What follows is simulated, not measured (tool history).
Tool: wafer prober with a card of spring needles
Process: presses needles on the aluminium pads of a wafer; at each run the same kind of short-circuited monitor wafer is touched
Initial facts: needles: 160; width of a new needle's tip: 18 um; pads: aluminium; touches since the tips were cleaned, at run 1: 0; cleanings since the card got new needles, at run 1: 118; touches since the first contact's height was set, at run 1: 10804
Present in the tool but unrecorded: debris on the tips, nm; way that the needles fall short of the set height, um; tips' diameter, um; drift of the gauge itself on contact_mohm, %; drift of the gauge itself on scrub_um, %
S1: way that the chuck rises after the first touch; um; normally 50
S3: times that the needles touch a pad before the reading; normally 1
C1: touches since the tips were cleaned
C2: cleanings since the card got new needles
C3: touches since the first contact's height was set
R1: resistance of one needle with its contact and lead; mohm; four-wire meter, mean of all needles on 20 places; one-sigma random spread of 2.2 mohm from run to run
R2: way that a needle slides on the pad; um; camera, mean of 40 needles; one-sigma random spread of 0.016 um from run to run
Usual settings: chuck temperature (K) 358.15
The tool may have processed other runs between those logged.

{"run": 1, "hour": 0.0, "S1": 50, "chuck temperature (K)": 358.15, "S3": 1, "C1": 0, "C2": 118, "C3": 10804, "R1": 253, "R2": 9.24}
{"hour": 19.7, "done": "tips cleaned on abrasive film"}
{"hour": 36.7, "done": "tips cleaned on abrasive film"}
{"hour": 54.2, "done": "tips cleaned on abrasive film"}
{"run": 2, "hour": 59.5, "S1": 50, "chuck temperature (K)": 358.15, "S3": 1, "C1": 1678, "C2": 121, "C3": 29271, "R1": 263, "R2": 9.26}
{"hour": 73.6, "done": "tips cleaned on abrasive film"}
{"run": 3, "hour": 88.1, "S1": 50, "chuck temperature (K)": 358.15, "S3": 1, "C1": 4497, "C2": 122, "C3": 38127, "R1": 280, "R2": 9.24}
{"hour": 92.0, "done": "tips cleaned on abrasive film"}
{"hour": 110.5, "done": "tips cleaned on abrasive film"}
{"run": 4, "hour": 127.2, "S1": 50, "chuck temperature (K)": 358.15, "S3": 1, "C1": 5199, "C2": 124, "C3": 50259, "R1": 287, "R2": 9.22}
{"hour": 131.5, "done": "tips cleaned on abrasive film"}
{"hour": 151.3, "done": "tips cleaned on abrasive film"}
{"run": 5, "hour": 163.4, "S1": 50, "chuck temperature (K)": 358.15, "S3": 1, "C1": 3750, "C2": 126, "C3": 61473, "R1": 281, "R2": 9.16}
{"hour": 171.9, "done": "tips cleaned on abrasive film"}
{"hour": 188.3, "done": "tips cleaned on abrasive film, once more"}
{"hour": 209.2, "done": "tips cleaned on abrasive film"}
{"run": 6, "hour": 218.9, "S1": 50, "chuck temperature (K)": 358.15, "S3": 2, "C1": 3033, "C2": 129, "C3": 78710, "R1": 270, "R2": 9.17}
{"hour": 229.2, "done": "tips cleaned on abrasive film"}
{"hour": 246.6, "done": "tips cleaned on abrasive film"}
{"hour": 265.7, "done": "tips cleaned on abrasive film"}
{"run": 7, "hour": 277.4, "S1": 50, "chuck temperature (K)": 358.15, "S3": 2, "C1": 3649, "C2": 132, "C3": 96830, "R1": 268, "R2": 9.13}
{"hour": 285.6, "done": "tips cleaned on abrasive film"}
{"hour": 305.4, "done": "tips cleaned on abrasive film"}
{"run": 8, "hour": 307.4, "S1": 50, "chuck temperature (K)": 358.15, "S3": 2, "C1": 612, "C2": 134, "C3": 106127, "R1": 254, "R2": 9.13}
{"hour": 324.2, "done": "tips cleaned on abrasive film"}
{"hour": 342.4, "done": "tips cleaned on abrasive film"}
{"run": 9, "hour": 356.4, "S1": 50, "chuck temperature (K)": 358.15, "S3": 2, "C1": 4391, "C2": 136, "C3": 121352, "R1": 268, "R2": 9.1}
{"hour": 360.4, "done": "tips cleaned on abrasive film"}
{"hour": 378.2, "done": "tips cleaned on abrasive film"}
{"run": 10, "hour": 393.5, "S1": 44, "chuck temperature (K)": 363.15, "S3": 2, "C1": 4786, "C2": 138, "C3": 132847, "R1": 281, "R2": 8.0}
{"hour": 396.8, "done": "tips cleaned on abrasive film"}
{"hour": 415.3, "done": "tips cleaned on abrasive film"}
{"hour": 422.5, "done": "height of the first contact set anew"}
{"hour": 434.2, "done": "tips cleaned on abrasive film"}
{"run": 11, "hour": 438.4, "S1": 44, "chuck temperature (K)": 363.15, "S3": 2, "C1": 1307, "C2": 141, "C3": 4936, "R1": 264, "R2": 8.15}
{"hour": 453.9, "done": "tips cleaned on abrasive film"}
{"hour": 474.8, "done": "tips cleaned on abrasive film"}
{"hour": 493.9, "done": "tips cleaned on abrasive film"}
{"run": 12, "hour": 493.9, "S1": 49, "chuck temperature (K)": 317.15, "S3": 1, "C1": 0, "C2": 144, "C3": 22138, "R1": 238, "R2": 9.05}
{"hour": 513.0, "done": "tips cleaned on abrasive film"}
{"hour": 534.2, "done": "tips cleaned on abrasive film"}
{"run": 13, "hour": 546.1, "S1": 50, "chuck temperature (K)": 355.15, "S3": 2, "C1": 3690, "C2": 146, "C3": 38334, "R1": 266, "R2": 9.24}
{"hour": 552.2, "done": "tips cleaned on abrasive film"}
{"hour": 571.3, "done": "tips cleaned on abrasive film"}
{"hour": 591.9, "done": "tips cleaned on abrasive film"}
{"run": 14, "hour": 597.3, "S1": 50, "chuck temperature (K)": 311.15, "S3": 2, "C1": 1666, "C2": 149, "C3": 54196, "R1": 249, "R2": 9.24}
{"hour": 613.1, "done": "tips cleaned on abrasive film"}
{"run": 15, "hour": 628.1, "S1": 50, "chuck temperature (K)": 311.15, "S3": 2, "C1": 4661, "C2": 150, "C3": 63772, "R1": 261, "R2": 9.18}
{"hour": 632.4, "done": "tips cleaned on abrasive film"}
{"hour": 651.2, "done": "tips cleaned on abrasive film"}
{"hour": 671.9, "done": "tips cleaned on abrasive film"}
{"hour": 690.3, "done": "tips cleaned on abrasive film"}
{"run": 16, "hour": 690.3, "S1": 50, "chuck temperature (K)": 341.15, "S3": 3, "C1": 0, "C2": 154, "C3": 83049, "R1": 244, "R2": 9.15}
{"hour": 711.5, "done": "tips cleaned on abrasive film"}
{"hour": 728.5, "done": "tips cleaned on abrasive film"}
{"hour": 748.1, "done": "tips cleaned on abrasive film"}
{"run": 17, "hour": 753.7, "S1": 50, "chuck temperature (K)": 358.15, "S3": 2, "C1": 1736, "C2": 157, "C3": 102698, "R1": 261, "R2": 9.12}
{"hour": 766.2, "done": "tips cleaned on abrasive film"}
{"hour": 783.2, "done": "tips cleaned on abrasive film"}
{"run": 18, "hour": 795.9, "S1": 70, "chuck temperature (K)": 310.15, "S3": 2, "C1": 3974, "C2": 159, "C3": 115817, "R1": 238, "R2": 12.79}

Forecast each of these 4 alternatives for the next run:
{"hour": 800.3, "done": "tips cleaned on abrasive film"}
{"hour": 820.0, "done": "tips cleaned on abrasive film"}
{"run": "A", "hour": 829.1, "S1": 53, "chuck temperature (K)": 369.15, "S3": 1, "C1": 2850, "C2": 161, "C3": 126106, "R1": "?", "R2": "?"}
{"hour": 800.3, "done": "tips cleaned on abrasive film"}
{"hour": 820.0, "done": "tips cleaned on abrasive film"}
{"run": "B", "hour": 829.1, "S1": 37, "chuck temperature (K)": 319.15, "S3": 1, "C1": 2850, "C2": 161, "C3": 126106, "R1": "?", "R2": "?"}
{"hour": 800.3, "done": "tips cleaned on abrasive film"}
{"hour": 820.0, "done": "tips cleaned on abrasive film"}
{"run": "C", "hour": 829.1, "S1": 46, "chuck temperature (K)": 357.15, "S3": 3, "C1": 2850, "C2": 161, "C3": 126106, "R1": "?", "R2": "?"}
{"hour": 800.3, "done": "tips cleaned on abrasive film"}
{"hour": 820.0, "done": "tips cleaned on abrasive film"}
{"run": "D", "hour": 829.1, "S1": 50, "chuck temperature (K)": 358.15, "S3": 1, "C1": 2850, "C2": 161, "C3": 126106, "R1": "?", "R2": "?"}

run=A R1=271 R2=9.66
run=B R1=292 R2=6.71
run=C R1=262 R2=8.37
run=D R1=276 R2=9.09
Without the tool's unlogged condition, the same runs would have read:
run=A R1=243 R2=9.83
run=B R1=236 R2=6.87
run=C R1=247 R2=8.54
run=D R1=245 R2=9.26
